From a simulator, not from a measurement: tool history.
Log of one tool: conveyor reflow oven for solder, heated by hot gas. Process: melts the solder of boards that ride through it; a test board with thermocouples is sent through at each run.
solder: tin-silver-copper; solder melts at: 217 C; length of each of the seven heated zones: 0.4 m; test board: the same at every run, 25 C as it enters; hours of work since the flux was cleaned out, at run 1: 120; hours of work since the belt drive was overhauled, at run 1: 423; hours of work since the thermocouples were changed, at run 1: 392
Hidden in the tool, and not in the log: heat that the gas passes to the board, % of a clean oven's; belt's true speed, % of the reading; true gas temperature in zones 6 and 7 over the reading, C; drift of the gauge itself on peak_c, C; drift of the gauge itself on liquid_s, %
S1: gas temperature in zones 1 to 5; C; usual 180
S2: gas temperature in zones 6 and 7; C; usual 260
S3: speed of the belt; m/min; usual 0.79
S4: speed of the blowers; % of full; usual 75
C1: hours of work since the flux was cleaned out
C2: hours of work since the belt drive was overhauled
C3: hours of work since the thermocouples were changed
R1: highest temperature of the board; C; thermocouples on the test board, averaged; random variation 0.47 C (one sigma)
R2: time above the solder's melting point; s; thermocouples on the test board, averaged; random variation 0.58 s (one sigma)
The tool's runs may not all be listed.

{"run": 1, "hour": 0.0, "S1": 180, "S2": 260, "S3": 0.79, "S4": 75, "C1": 120, "C2": 423, "C3": 392, "R1": 251.8, "R2": 49}
{"run": 2, "hour": 8.3, "S1": 180, "S2": 260, "S3": 0.79, "S4": 75, "C1": 125, "C2": 428, "C3": 397, "R1": 250.6, "R2": 47.8}
{"run": 3, "hour": 21.9, "S1": 180, "S2": 260, "S3": 0.79, "S4": 75, "C1": 134, "C2": 436, "C3": 405, "R1": 250.6, "R2": 48.6}
{"run": 4, "hour": 33.8, "S1": 180, "S2": 260, "S3": 0.79, "S4": 75, "C1": 141, "C2": 444, "C3": 413, "R1": 251.3, "R2": 49.3}
{"run": 5, "hour": 45.5, "S1": 180, "S2": 260, "S3": 0.79, "S4": 60, "C1": 148, "C2": 451, "C3": 420, "R1": 248.5, "R2": 45.9}
{"run": 6, "hour": 64.8, "S1": 180, "S2": 260, "S3": 0.79, "S4": 60, "C1": 160, "C2": 463, "C3": 432, "R1": 247, "R2": 45.6}
{"hour": 71.2, "done": "flux residue cleaned out of gas plates and filters"}
{"run": 7, "hour": 83.6, "S1": 180, "S2": 260, "S3": 0.79, "S4": 75, "C1": 8, "C2": 471, "C3": 440, "R1": 251.9, "R2": 49.6}
{"run": 8, "hour": 100.1, "S1": 180, "S2": 260, "S3": 0.883, "S4": 75, "C1": 18, "C2": 481, "C3": 451, "R1": 248.7, "R2": 41.8}
{"run": 9, "hour": 110.7, "S1": 180, "S2": 260, "S3": 0.883, "S4": 75, "C1": 24, "C2": 488, "C3": 457, "R1": 249.8, "R2": 42.1}
{"run": 10, "hour": 120.3, "S1": 180, "S2": 260, "S3": 0.883, "S4": 75, "C1": 30, "C2": 494, "C3": 463, "R1": 249, "R2": 41.7}
{"run": 11, "hour": 136.5, "S1": 180, "S2": 260, "S3": 0.89, "S4": 75, "C1": 40, "C2": 504, "C3": 473, "R1": 249.1, "R2": 41.6}
{"run": 12, "hour": 150.0, "S1": 180, "S2": 260, "S3": 0.89, "S4": 75, "C1": 48, "C2": 512, "C3": 481, "R1": 250, "R2": 41.3}
{"run": 13, "hour": 161.9, "S1": 180, "S2": 260, "S3": 0.89, "S4": 75, "C1": 56, "C2": 519, "C3": 489, "R1": 248.6, "R2": 41.9}
{"run": 14, "hour": 173.7, "S1": 180, "S2": 260, "S3": 0.89, "S4": 75, "C1": 63, "C2": 527, "C3": 496, "R1": 249, "R2": 40.4}
{"run": 15, "hour": 181.9, "S1": 180, "S2": 260, "S3": 0.89, "S4": 75, "C1": 68, "C2": 532, "C3": 501, "R1": 249, "R2": 41.6}
{"run": 16, "hour": 196.4, "S1": 180, "S2": 251, "S3": 0.89, "S4": 75, "C1": 77, "C2": 541, "C3": 510, "R1": 241.8, "R2": 36.6}
{"run": 17, "hour": 213.5, "S1": 190, "S2": 251, "S3": 0.839, "S4": 75, "C1": 88, "C2": 551, "C3": 520, "R1": 244.5, "R2": 44.1}
{"run": 18, "hour": 228.9, "S1": 190, "S2": 251, "S3": 0.839, "S4": 75, "C1": 97, "C2": 561, "C3": 530, "R1": 244.2, "R2": 45}
{"run": 19, "hour": 237.1, "S1": 191, "S2": 251, "S3": 0.735, "S4": 75, "C1": 102, "C2": 566, "C3": 535, "R1": 246.3, "R2": 55}
{"run": 20, "hour": 253.0, "S1": 179, "S2": 250, "S3": 0.735, "S4": 55, "C1": 112, "C2": 575, "C3": 545, "R1": 240.2, "R2": 42.4}
{"run": 21, "hour": 272.4, "S1": 189, "S2": 260, "S3": 0.751, "S4": 75, "C1": 124, "C2": 587, "C3": 557, "R1": 254.8, "R2": 56.1}
{"run": 22, "hour": 285.6, "S1": 180, "S2": 255, "S3": 0.657, "S4": 75, "C1": 132, "C2": 595, "C3": 565, "R1": 250.8, "R2": 60.6}
{"run": 23, "hour": 302.0, "S1": 180, "S2": 255, "S3": 0.657, "S4": 75, "C1": 142, "C2": 606, "C3": 575, "R1": 250.3, "R2": 58.5}
{"run": 24, "hour": 312.0, "S1": 191, "S2": 255, "S3": 0.696, "S4": 75, "C1": 148, "C2": 612, "C3": 581, "R1": 250.8, "R2": 60.3}
{"run": 25, "hour": 324.6, "S1": 191, "S2": 255, "S3": 0.696, "S4": 75, "C1": 156, "C2": 619, "C3": 589, "R1": 250.3, "R2": 59.8}
{"hour": 337.6, "done": "flux residue cleaned out of gas plates and filters"}
{"run": 26, "hour": 341.6, "S1": 180, "S2": 265, "S3": 0.79, "S4": 75, "C1": 2, "C2": 627, "C3": 596, "R1": 257.7, "R2": 50.7}
{"run": 27, "hour": 349.7, "S1": 192, "S2": 260, "S3": 0.787, "S4": 75, "C1": 7, "C2": 632, "C3": 601, "R1": 254, "R2": 54.2}
{"run": 28, "hour": 362.9, "S1": 192, "S2": 260, "S3": 0.787, "S4": 75, "C1": 16, "C2": 640, "C3": 609, "R1": 254.3, "R2": 54.1}
{"run": 29, "hour": 372.1, "S1": 181, "S2": 270, "S3": 0.871, "S4": 52, "C1": 21, "C2": 646, "C3": 615, "R1": 251.7, "R2": 41.8}
{"run": 30, "hour": 388.9, "S1": 181, "S2": 270, "S3": 0.871, "S4": 52, "C1": 32, "C2": 656, "C3": 625, "R1": 252, "R2": 42.3}
{"run": 31, "hour": 406.3, "S1": 175, "S2": 249, "S3": 0.924, "S4": 85, "C1": 42, "C2": 667, "C3": 636, "R1": 239.4, "R2": 34.1}
{"run": 32, "hour": 423.2, "S1": 175, "S2": 249, "S3": 0.938, "S4": 74, "C1": 53, "C2": 677, "C3": 646, "R1": 237.4, "R2": 29.2}

Hidden state or all else? Some run-to-run changes of R1, split into what the settings, what came in and random variation would give without the hidden state, and what is left for the hidden state (with any gauge scatter that isn't in both results):
Run 6 -> 7: S4 60 -> 75, flux residue cleaned out of gas plates and filters. R1 +4.9 C: hidden state +1, all else +3.9.
Run 20 -> 21: S1 179 -> 189, S2 250 -> 260, S3 0.735 -> 0.751, S4 55 -> 75. R1 +14.6 C: hidden state -0.1, all else +14.7.
Run 25 -> 26: S1 191 -> 180, S2 255 -> 265, S3 0.696 -> 0.79, flux residue cleaned out of gas plates and filters. R1 +7.4 C: hidden state +0.5, all else +6.9.
Run 30 -> 31: S1 181 -> 175, S2 270 -> 249, S3 0.871 -> 0.924, S4 52 -> 85. R1 -12.6 C: hidden state -0.3, all else -12.3.
